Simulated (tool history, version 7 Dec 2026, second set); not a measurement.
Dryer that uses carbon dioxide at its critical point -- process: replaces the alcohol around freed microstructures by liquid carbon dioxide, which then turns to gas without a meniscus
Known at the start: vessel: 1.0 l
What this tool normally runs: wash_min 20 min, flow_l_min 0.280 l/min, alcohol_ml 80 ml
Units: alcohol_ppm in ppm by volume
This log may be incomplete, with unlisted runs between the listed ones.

Run 1, hour 0.0: usual settings. Result: alcohol_ppm 2082 ppm by volume.
Run 2, hour 22.9: usual settings but alcohol_ml 59 ml. Result: alcohol_ppm 1566 ppm by volume.
Run 3, hour 39.6: usual settings but alcohol_ml 59 ml. Result: alcohol_ppm 1600 ppm by volume.
Run 4, hour 58.4: usual settings but alcohol_ml 59 ml. Result: alcohol_ppm 1610 ppm by volume.
Run 5, hour 91.7: usual settings but alcohol_ml 38 ml. Result: alcohol_ppm 1043 ppm by volume.
Run 6, hour 113.3: usual settings. Result: alcohol_ppm 2152 ppm by volume.
Run 7, hour 130.0: usual settings but wash_min 14 min. Result: alcohol_ppm 6424 ppm by volume.
Run 8, hour 169.3: usual settings. Result: alcohol_ppm 2255 ppm by volume.
At hour 180.6: inlet filter changed.
Run 9, hour 208.2: usual settings. Result: alcohol_ppm 1583 ppm by volume.
Run 10, hour 248.3: usual settings but wash_min 15 min. Result: alcohol_ppm 4172 ppm by volume.
Run 11, hour 280.8: usual settings but flow_l_min 0.179 l/min. Result: alcohol_ppm 7261 ppm by volume.
Run 12, hour 304.7: usual settings but flow_l_min 0.179 l/min. Result: alcohol_ppm 7048 ppm by volume.
Run 13, hour 324.0: usual settings. Result: alcohol_ppm 1631 ppm by volume.
Run 14, hour 364.0: usual settings. Result: alcohol_ppm 1623 ppm by volume.
Run 15, hour 390.9: usual settings. Result: alcohol_ppm 1671 ppm by volume.
Run 16, hour 407.3: usual settings but flow_l_min 0.446 l/min. Result: alcohol_ppm 174 ppm by volume.
Run 17, hour 432.7: usual settings but flow_l_min 0.188 l/min. Result: alcohol_ppm 6385 ppm by volume.
Run 18, hour 457.1: usual settings but flow_l_min 0.188 l/min. Result: alcohol_ppm 6604 ppm by volume.
Run 19, hour 495.6: usual settings but flow_l_min 0.188 l/min. Result: alcohol_ppm 6448 ppm by volume.
Run 20, hour 522.2: usual settings but flow_l_min 0.188 l/min. Result: alcohol_ppm 6646 ppm by volume.
Run 21, hour 546.0: usual settings but flow_l_min 0.188 l/min. Result: alcohol_ppm 6555 ppm by volume.
Run 22, hour 569.5: usual settings but wash_min 17 min, flow_l_min 0.188 l/min. Result: alcohol_ppm 9688 ppm by volume.
Run 23, hour 590.0: usual settings. Result: alcohol_ppm 1865 ppm by volume.
Run 24, hour 621.5: usual settings but wash_min 18 min. Result: alcohol_ppm 2699 ppm by volume.
Run 25, hour 655.7: usual settings but wash_min 18 min. Result: alcohol_ppm 2797 ppm by volume.
Run 26, hour 683.0: usual settings but wash_min 28 min, alcohol_ml 53 ml. Result: alcohol_ppm 336 ppm by volume.
Run 27, hour 720.9: usual settings but wash_min 24 min, alcohol_ml 53 ml. Result: alcohol_ppm 655 ppm by volume.
Run 28, hour 761.2: usual settings but wash_min 24 min, flow_l_min 0.468 l/min, alcohol_ml 22 ml. Result: alcohol_ppm 72 ppm by volume.
Run 29, hour 797.1: usual settings but wash_min 24 min, flow_l_min 0.215 l/min, alcohol_ml 22 ml. Result: alcohol_ppm 810 ppm by volume.
Run 30, hour 817.1: usual settings but wash_min 16 min, flow_l_min 0.224 l/min, alcohol_ml 33 ml. Result: alcohol_ppm 3269 ppm by volume.
Run 31, hour 855.4: usual settings but wash_min 30 min, flow_l_min 0.197 l/min. Result: alcohol_ppm 1846 ppm by volume.
Run 32, hour 888.7: usual settings but wash_min 23 min, flow_l_min 0.212 l/min, alcohol_ml 55 ml. Result: alcohol_ppm 2419 ppm by volume.
Run 33, hour 926.0: usual settings but wash_min 23 min, flow_l_min 0.212 l/min, alcohol_ml 55 ml. Result: alcohol_ppm 2449 ppm by volume.
Run 34, hour 965.6: usual settings but wash_min 23 min, flow_l_min 0.212 l/min, alcohol_ml 55 ml. Result: alcohol_ppm 2444 ppm by volume.
Run 35, hour 982.2: usual settings but flow_l_min 0.371 l/min, alcohol_ml 40 ml. Result: alcohol_ppm 358 ppm by volume.
Run 36, hour 1011.4: usual settings but flow_l_min 0.366 l/min. Result: alcohol_ppm 689 ppm by volume.
Run 37, hour 1048.0: usual settings but flow_l_min 0.366 l/min. Result: alcohol_ppm 700 ppm by volume.
Run 38, hour 1065.6: usual settings but wash_min 17 min, flow_l_min 0.180 l/min. Result: alcohol_ppm 11649 ppm by volume.
Run 39, hour 1090.8: usual settings but wash_min 17 min, flow_l_min 0.180 l/min. Result: alcohol_ppm 11902 ppm by volume.
Run 40, hour 1115.2: usual settings but wash_min 15 min, flow_l_min 0.180 l/min, alcohol_ml 71 ml. Result: alcohol_ppm 13213 ppm by volume.
Run 41, hour 1144.3: usual settings but wash_min 16 min, flow_l_min 0.446 l/min. Result: alcohol_ppm 785 ppm by volume.
Run 42, hour 1173.2: usual settings but wash_min 23 min, flow_l_min 0.320 l/min. Result: alcohol_ppm 764 ppm by volume.
Run 43, hour 1199.5: usual settings but wash_min 22 min, flow_l_min 0.411 l/min. Result: alcohol_ppm 298 ppm by volume.
At hour 1207.9: inlet filter changed.
Run 44, hour 1226.3: usual settings but wash_min 12 min. Result: alcohol_ppm 7634 ppm by volume.
Run 45, hour 1261.4: usual settings but wash_min 12 min, flow_l_min 0.434 l/min, alcohol_ml 70 ml. Result: alcohol_ppm 1619 ppm by volume.
Run 46, hour 1299.3: usual settings but wash_min 29 min, flow_l_min 0.244 l/min, alcohol_ml 88 ml. Result: alcohol_ppm 746 ppm by volume.
Run 47, hour 1318.4: usual settings but wash_min 27 min, alcohol_ml 97 ml. Result: alcohol_ppm 591 ppm by volume.

Below, some changes in alcohol_ppm between adjacent runs. For each, the amount present without the hidden state too (settings, incoming material, random variation) and the amount remaining for the hidden state with gauge scatter not shared by both compared results:
What the log doesn't record here: flow that reaches the vessel past the clogged filter, %; alcohol in the recycled carbon dioxide, ppm; drift of the gauge itself on alcohol_ppm, %.
Run 6 -> 7: wash_min 20 -> 14. alcohol_ppm +4272 ppm by volume: hidden state +770, all else +3502.
Run 22 -> 23: wash_min 17 -> 20, flow_l_min 0.188 -> 0.280. alcohol_ppm -7823 ppm by volume: hidden state -494, all else -7329.
Run 37 -> 38: wash_min 20 -> 17, flow_l_min 0.366 -> 0.180. alcohol_ppm +10949 ppm by volume: hidden state +1621, all else +9328.
Run 40 -> 41: wash_min 15 -> 16, flow_l_min 0.180 -> 0.446, alcohol_ml 71 -> 80. alcohol_ppm -12428 ppm by volume: hidden state -1688, all else -10740.

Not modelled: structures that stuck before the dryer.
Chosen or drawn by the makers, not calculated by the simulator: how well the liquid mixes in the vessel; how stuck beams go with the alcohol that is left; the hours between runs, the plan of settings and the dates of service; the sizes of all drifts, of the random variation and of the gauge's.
